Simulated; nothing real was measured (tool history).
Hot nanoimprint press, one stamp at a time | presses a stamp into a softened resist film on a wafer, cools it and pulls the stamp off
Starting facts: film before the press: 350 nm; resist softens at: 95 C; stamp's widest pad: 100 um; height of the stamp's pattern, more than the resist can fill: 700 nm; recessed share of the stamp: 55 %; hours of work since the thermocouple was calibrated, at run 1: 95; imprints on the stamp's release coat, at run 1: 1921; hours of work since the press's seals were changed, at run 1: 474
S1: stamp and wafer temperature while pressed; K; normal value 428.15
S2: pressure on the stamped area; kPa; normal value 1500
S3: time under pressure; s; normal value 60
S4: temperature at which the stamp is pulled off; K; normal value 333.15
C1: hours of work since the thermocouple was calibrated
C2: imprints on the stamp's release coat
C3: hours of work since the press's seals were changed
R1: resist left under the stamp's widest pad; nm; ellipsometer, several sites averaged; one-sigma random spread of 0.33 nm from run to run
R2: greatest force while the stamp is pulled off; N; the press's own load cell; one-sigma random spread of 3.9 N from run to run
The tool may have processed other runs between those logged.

run 1 hour=0.0 | S1=428.15 S2=1500 S3=60 S4=333.15 | C1=95 C2=1921 C3=474 | R1=142.2 R2=287
run 2 hour=18.5 | S1=428.15 S2=1500 S3=60 S4=333.15 | C1=109 C2=2008 C3=488 | R1=141.9 R2=288
run 3 hour=35.2 | S1=428.15 S2=1500 S3=60 S4=333.15 | C1=121 C2=2086 C3=501 | R1=141.5 R2=302
run 4 hour=56.2 | S1=428.15 S2=1500 S3=60 S4=333.15 | C1=137 C2=2185 C3=517 | R1=141.2 R2=307
-- hour=63.8 stamp cleaned and given a new release coat
run 5 hour=72.5 | S1=428.15 S2=1500 S3=60 S4=333.15 | C1=145 C2=41 C3=524 | R1=141.4 R2=196
run 6 hour=94.5 | S1=428.15 S2=1500 S3=60 S4=333.15 | C1=162 C2=145 C3=541 | R1=140.8 R2=199
run 7 hour=109.8 | S1=428.15 S2=1500 S3=60 S4=333.15 | C1=173 C2=217 C3=553 | R1=141.0 R2=192
-- hour=122.7 press's hydraulic seals changed and the load cell set to zero
run 8 hour=141.8 | S1=428.15 S2=1500 S3=74 S4=339.15 | C1=191 C2=330 C3=14 | R1=126.2 R2=183

Expected results for the next run?
run 9 hour=165.7 | S1=418.15 S2=1500 S3=120 S4=335.15 | C1=209 C2=442 C3=32 | R1=? R2=?

{"run 9": {"R1": 155.9, "R2": 196}}
Minus the tool's unlogged condition, the same run would have read R1 161.4 nm, R2 178 N.
